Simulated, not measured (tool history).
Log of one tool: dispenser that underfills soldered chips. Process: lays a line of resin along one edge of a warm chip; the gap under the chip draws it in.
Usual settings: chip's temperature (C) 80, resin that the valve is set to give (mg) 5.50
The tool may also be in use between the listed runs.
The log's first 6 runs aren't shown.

| run | hour | chip's temperature (C) | resin that the valve is set to give (mg) | hours of work since the syringe was changed | hours of work since the valve was cleaned | hours of work since the stage was calibrated | time until the resin shows at the far edge (s) | resin that the valve gave (mg) |
|---|---|---|---|---|---|---|---|---|
| 7 | 34.9 | 80 | 5.50 | 3 | 28 | 190 | 15.7 | 5.45 |
| 8 | 41.2 | 80 | 5.90 | 7 | 32 | 194 | 20.6 | 5.81 |
|  | 43.9 | new syringe of resin |
| 9 | 45.9 | 80 | 5.50 | 1 | 35 | 196 | 13.8 | 5.44 |
| 10 | 53.0 | 80 | 5.50 | 6 | 40 | 201 | 20.5 | 5.45 |
|  | 56.5 | new syringe of resin |
| 11 | 56.5 | 80 | 5.50 | 0 | 42 | 203 | 12.1 | 5.47 |
| 12 | 62.8 | 80 | 6.46 | 4 | 46 | 207 | 16.0 | 6.36 |
|  | 69.4 | new syringe of resin |
| 13 | 69.7 | 80 | 5.16 | 0 | 50 | 211 | 13.3 | 5.03 |
| 14 | 72.9 | 84 | 5.50 | 2 | 52 | 213 | 13.3 | 5.44 |
| 15 | 76.4 | 84 | 5.50 | 4 | 54 | 215 | 16.3 | 5.39 |
| 16 | 80.3 | 66 | 6.36 | 7 | 56 | 218 | 40.1 | 6.28 |
|  | 82.0 | new syringe of resin |
| 17 | 85.0 | 81 | 5.64 | 2 | 59 | 220 | 14.3 | 5.53 |
| 18 | 89.6 | 83 | 5.21 | 5 | 62 | 223 | 17.2 | 5.10 |
| 19 | 93.9 | 94 | 6.87 | 7 | 65 | 226 | 13.4 | 6.69 |
|  | 94.7 | new syringe of resin |
| 20 | 98.8 | 94 | 6.87 | 3 | 68 | 229 | 9.1 | 6.66 |
| 21 | 103.5 | 94 | 6.87 | 5 | 70 | 232 | 11.3 | 6.75 |
|  | 107.4 | new syringe of resin |
| 22 | 107.4 | 94 | 5.79 | 0 | 73 | 234 | 6.9 | 5.65 |
| 23 | 111.8 | 81 | 5.79 | 3 | 76 | 237 | 15.5 | 5.64 |
| 24 | 118.5 | 70 | 4.94 | 7 | 80 | 241 | 36.4 | 4.82 |
|  | 120.3 | new syringe of resin |
| 25 | 122.9 | 67 | 5.43 | 2 | 82 | 244 | 25.5 | 5.25 |
| 26 | 128.0 | 92 | 5.80 | 5 | 85 | 247 | 11.5 | 5.65 |
|  | 133.4 | new syringe of resin |
| 27 | 135.5 | 87 | 5.13 | 1 | 90 | 251 | 11.9 | 5.04 |
| 28 | 139.2 | 87 | 5.13 | 4 | 92 | 254 | 13.8 | 4.98 |
| 29 | 142.8 | 80 | 5.69 | 6 | 95 | 256 | 21.1 | 5.51 |
|  | 146.1 | new syringe of resin |
| 30 | 149.2 | 91 | 6.10 | 2 | 98 | 260 | 9.5 | 5.84 |

5 ways to go on from here, each from the tool as it stands after run 30. What would each give?
| A | 154.2 | 76 | 5.15 | 5 | 102 | 263 | ? | ? |
| B | 154.2 | 73 | 6.10 | 5 | 102 | 263 | ? | ? |
| C | 154.2 | 75 | 7.18 | 5 | 102 | 263 | ? | ? |
| D | 154.2 | 73 | 6.42 | 5 | 102 | 263 | ? | ? |
| E | 154.2 | 80 | 7.19 | 5 | 102 | 263 | ? | ? |

| run | time until the resin shows at the far edge (s) | resin that the valve gave (mg) |
|---|---|---|
| A | 24.1 | 4.91 |
| B | 26.6 | 5.90 |
| C | 24.0 | 6.98 |
| D | 25.7 | 6.21 |
| E | 19.7 | 6.92 |
Without the tool's hidden state the same runs would have given:
| run | time until the resin shows at the far edge (s) | resin that the valve gave (mg) |
|---|---|---|
| A | 14.3 | 5.09 |
| B | 16.0 | 6.11 |
| C | 14.4 | 7.23 |
| D | 15.0 | 6.43 |
| E | 11.7 | 7.17 |
